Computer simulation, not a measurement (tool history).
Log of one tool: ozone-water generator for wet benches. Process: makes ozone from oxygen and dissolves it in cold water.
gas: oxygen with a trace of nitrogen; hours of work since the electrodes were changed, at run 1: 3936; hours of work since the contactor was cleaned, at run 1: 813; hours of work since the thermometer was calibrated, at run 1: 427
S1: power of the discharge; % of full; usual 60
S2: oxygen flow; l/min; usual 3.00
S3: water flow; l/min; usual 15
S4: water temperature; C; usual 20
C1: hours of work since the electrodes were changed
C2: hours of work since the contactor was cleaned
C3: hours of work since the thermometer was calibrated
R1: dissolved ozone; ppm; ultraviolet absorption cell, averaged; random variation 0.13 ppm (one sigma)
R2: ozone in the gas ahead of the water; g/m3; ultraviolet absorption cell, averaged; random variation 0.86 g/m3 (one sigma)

run	hour	S1	S2	S3	S4	C1	C2	C3	R1	R2
1	0.0	60	3.00	15	20	3936	813	427	13.3	140.5
2	117.0	60	3.00	15	20	4045	922	535	13.3	139.6
3	193.5	60	3.00	15	20	4116	993	606	13.2	140.7
4	308.9	60	3.00	15	20	4223	1099	713	13.3	140.1
5	397.5	60	3.00	15	20	4305	1182	795	13.1	140.0
6	466.4	60	3.00	15	20	4369	1245	859	13.2	140.6
7	556.3	60	3.00	10	20	4452	1329	942	17.7	140.3
8	649.5	60	3.00	15	20	4538	1415	1028	12.9	140.2
9	726.0	60	3.00	15	20	4609	1486	1099	13.3	139.0
10	862.7	60	3.00	15	20	4736	1612	1226	13.1	140.2
11	1010.1	60	3.00	15	16	4872	1749	1362	13.9	138.6
12	1078.1	60	3.00	15	16	4935	1812	1425	13.9	140.1
13	1177.7	60	3.00	15	16	5027	1904	1518	13.9	140.6
14	1313.4	60	3.89	15	20	5153	2030	1643	13.1	119.2
# hour 1329.2: electrodes of the discharge changed
15	1432.5	60	3.89	15	20	96	2135	1748	13.2	120.1
16	1563.1	60	3.89	15	20	217	2256	1869	13.3	121.8
17	1668.0	50	3.89	15	23	314	2353	1966	10.7	103.8
18	1740.1	50	3.89	15	23	381	2420	2033	10.7	102.8
19	1840.6	50	3.89	15	23	474	2513	2126	10.9	103.2
20	1908.3	60	2.84	15	17	536	2576	2189	13.6	145.3
21	2009.9	60	2.84	17	17	631	2670	2283	12.3	146.5
# hour 2042.2: contactor cleaned
22	2133.0	60	2.84	17	13	741	84	2393	12.8	145.2
23	2236.5	60	2.84	17	13	837	180	2489	12.8	143.9
24	2343.1	80	3.00	10	20	936	279	2588	22.8	178.4
25	2493.1	80	3.00	10	20	1075	418	2727	22.9	177.8
26	2587.2	80	3.00	10	20	1162	505	2814	22.7	178.3
27	2706.9	41	3.33	22	20	1273	616	2925	7.2	95.9
28	2820.4	64	3.70	14	19	1378	721	3030	14.9	130.6
29	2938.8	72	3.00	15	15	1487	831	3140	16.7	162.8
30	3020.5	72	3.00	15	15	1563	906	3215	16.3	163.0
31	3165.3	60	3.35	11	20	1697	1040	3349	16.7	132.6

3 ways to go on from here, each from the tool as it stands after run 31. What would each give?
A	3256.0	60	3.35	24	20	1781	1124	3433	?	?
B	3256.0	79	3.00	9	20	1781	1124	3433	?	?
C	3256.0	60	3.00	12	18	1781	1124	3433	?	?

run	R1	R2
A	8.7	132.6
B	24.0	177.7
C	16.5	140.2
Without the tool's hidden state the same runs would have given:
run	R1	R2
A	8.7	132.7
B	24.1	177.9
C	16.5	140.4
